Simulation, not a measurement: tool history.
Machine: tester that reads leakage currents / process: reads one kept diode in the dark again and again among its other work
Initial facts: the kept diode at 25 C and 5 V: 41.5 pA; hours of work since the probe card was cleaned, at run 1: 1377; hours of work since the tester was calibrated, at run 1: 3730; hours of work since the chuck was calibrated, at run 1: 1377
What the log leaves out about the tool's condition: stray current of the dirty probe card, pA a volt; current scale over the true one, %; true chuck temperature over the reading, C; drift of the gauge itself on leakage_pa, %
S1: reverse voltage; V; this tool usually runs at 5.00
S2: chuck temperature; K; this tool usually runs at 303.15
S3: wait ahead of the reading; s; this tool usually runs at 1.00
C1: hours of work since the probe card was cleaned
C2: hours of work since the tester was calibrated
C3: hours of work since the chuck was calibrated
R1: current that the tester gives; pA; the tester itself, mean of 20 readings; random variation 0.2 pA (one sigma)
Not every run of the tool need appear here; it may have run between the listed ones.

{"run": 1, "hour": 0.0, "S1": 5.0, "S2": 303.15, "S3": 1.0, "C1": 1377, "C2": 3730, "C3": 1377, "R1": 75.31}
{"run": 2, "hour": 125.3, "S1": 5.0, "S2": 303.15, "S3": 1.0, "C1": 1441, "C2": 3794, "C3": 1441, "R1": 75.39}
{"run": 3, "hour": 259.6, "S1": 5.0, "S2": 303.15, "S3": 1.0, "C1": 1510, "C2": 3863, "C3": 1510, "R1": 75.86}
{"run": 4, "hour": 414.4, "S1": 5.0, "S2": 303.15, "S3": 1.0, "C1": 1589, "C2": 3942, "C3": 1589, "R1": 76.24}
{"run": 5, "hour": 616.5, "S1": 5.0, "S2": 303.15, "S3": 0.6, "C1": 1692, "C2": 4045, "C3": 1692, "R1": 77.74}
{"hour": 638.3, "done": "probe card cleaned and baked"}
{"hour": 640.3, "done": "chuck's temperature calibrated"}
{"run": 6, "hour": 792.8, "S1": 5.0, "S2": 303.15, "S3": 1.0, "C1": 78, "C2": 4133, "C3": 78, "R1": 67.32}
{"run": 7, "hour": 887.4, "S1": 5.0, "S2": 303.15, "S3": 0.6, "C1": 126, "C2": 4181, "C3": 126, "R1": 67.85}
{"run": 8, "hour": 993.5, "S1": 5.0, "S2": 303.15, "S3": 1.0, "C1": 181, "C2": 4236, "C3": 181, "R1": 67.98}
{"run": 9, "hour": 1181.5, "S1": 5.0, "S2": 303.15, "S3": 1.0, "C1": 277, "C2": 4332, "C3": 277, "R1": 68.45}
{"run": 10, "hour": 1385.8, "S1": 1.55, "S2": 303.15, "S3": 1.0, "C1": 381, "C2": 4436, "C3": 381, "R1": 39.4}
{"run": 11, "hour": 1485.4, "S1": 5.0, "S2": 301.15, "S3": 1.0, "C1": 432, "C2": 4487, "C3": 432, "R1": 58.76}
{"run": 12, "hour": 1637.2, "S1": 1.22, "S2": 303.15, "S3": 1.0, "C1": 510, "C2": 4565, "C3": 510, "R1": 35.47}
{"hour": 1709.9, "done": "tester calibrated"}
{"run": 13, "hour": 1766.4, "S1": 1.22, "S2": 303.15, "S3": 1.0, "C1": 575, "C2": 29, "C3": 575, "R1": 34.93}
{"run": 14, "hour": 1964.9, "S1": 1.22, "S2": 303.15, "S3": 1.0, "C1": 677, "C2": 130, "C3": 677, "R1": 35.13}
{"run": 15, "hour": 2129.9, "S1": 1.22, "S2": 315.15, "S3": 1.0, "C1": 761, "C2": 215, "C3": 761, "R1": 96.45}
{"run": 16, "hour": 2252.7, "S1": 13.72, "S2": 303.15, "S3": 1.0, "C1": 824, "C2": 278, "C3": 824, "R1": 117.61}
{"run": 17, "hour": 2388.9, "S1": 11.47, "S2": 303.15, "S3": 8.48, "C1": 893, "C2": 347, "C3": 893, "R1": 107.72}
{"run": 18, "hour": 2511.1, "S1": 11.47, "S2": 303.15, "S3": 8.48, "C1": 956, "C2": 410, "C3": 956, "R1": 108.83}
{"run": 19, "hour": 2688.8, "S1": 11.47, "S2": 303.15, "S3": 8.48, "C1": 1047, "C2": 501, "C3": 1047, "R1": 109.55}
{"run": 20, "hour": 2815.8, "S1": 11.47, "S2": 303.15, "S3": 8.48, "C1": 1112, "C2": 566, "C3": 1112, "R1": 110.48}
{"run": 21, "hour": 2945.1, "S1": 11.47, "S2": 303.15, "S3": 8.48, "C1": 1178, "C2": 632, "C3": 1178, "R1": 111.46}
{"run": 22, "hour": 3049.2, "S1": 2.71, "S2": 303.15, "S3": 0.65, "C1": 1231, "C2": 685, "C3": 1231, "R1": 54.09}
{"run": 23, "hour": 3175.3, "S1": 8.11, "S2": 314.15, "S3": 0.37, "C1": 1296, "C2": 750, "C3": 1296, "R1": 229.7}
{"run": 24, "hour": 3266.5, "S1": 4.04, "S2": 296.15, "S3": 1.0, "C1": 1342, "C2": 796, "C3": 1342, "R1": 37.32}
{"run": 25, "hour": 3431.4, "S1": 4.04, "S2": 299.15, "S3": 1.0, "C1": 1427, "C2": 881, "C3": 1427, "R1": 48.33}
{"run": 26, "hour": 3600.8, "S1": 11.09, "S2": 298.15, "S3": 0.36, "C1": 1513, "C2": 967, "C3": 1513, "R1": 80.61}
{"run": 27, "hour": 3741.1, "S1": 11.09, "S2": 298.15, "S3": 0.36, "C1": 1585, "C2": 1039, "C3": 1585, "R1": 81.31}
{"run": 28, "hour": 3878.7, "S1": 1.72, "S2": 303.15, "S3": 1.0, "C1": 1655, "C2": 1109, "C3": 1655, "R1": 43.91}
{"hour": 3960.4, "done": "chuck's temperature calibrated"}
{"hour": 3976.4, "done": "probe card cleaned and baked"}
{"run": 29, "hour": 4003.2, "S1": 1.72, "S2": 303.15, "S3": 1.0, "C1": 14, "C2": 1171, "C3": 20, "R1": 40.39}
{"run": 30, "hour": 4159.3, "S1": 19.79, "S2": 325.15, "S3": 1.32, "C1": 94, "C2": 1250, "C3": 100, "R1": 781.74}
{"run": 31, "hour": 4266.9, "S1": 19.79, "S2": 294.15, "S3": 1.02, "C1": 149, "C2": 1305, "C3": 155, "R1": 60.27}

What if the next run were any one of these 5? Each begins from the tool's condition after run 31:
{"run": "A", "hour": 4417.8, "S1": 14.62, "S2": 306.15, "S3": 8.1, "C1": 226, "C2": 1383, "C3": 232, "R1": "?"}
{"run": "B", "hour": 4417.8, "S1": 1.44, "S2": 325.15, "S3": 0.32, "C1": 226, "C2": 1383, "C3": 232, "R1": "?"}
{"run": "C", "hour": 4417.8, "S1": 3.87, "S2": 310.15, "S3": 2.11, "C1": 226, "C2": 1383, "C3": 232, "R1": "?"}
{"run": "D", "hour": 4417.8, "S1": 19.79, "S2": 307.15, "S3": 1.02, "C1": 226, "C2": 1383, "C3": 232, "R1": "?"}
{"run": "E", "hour": 4417.8, "S1": 5.0, "S2": 303.15, "S3": 4.28, "C1": 226, "C2": 1383, "C3": 232, "R1": "?"}

run=A R1=146.04
run=B R1=229.22
run=C R1=108.63
run=D R1=185.97
run=E R1=67.26
Had the tool no hidden state, the same runs would have come out as:
run=A R1=141.19
run=B R1=225.72
run=C R1=106.30
run=D R1=179.61
run=E R1=65.33

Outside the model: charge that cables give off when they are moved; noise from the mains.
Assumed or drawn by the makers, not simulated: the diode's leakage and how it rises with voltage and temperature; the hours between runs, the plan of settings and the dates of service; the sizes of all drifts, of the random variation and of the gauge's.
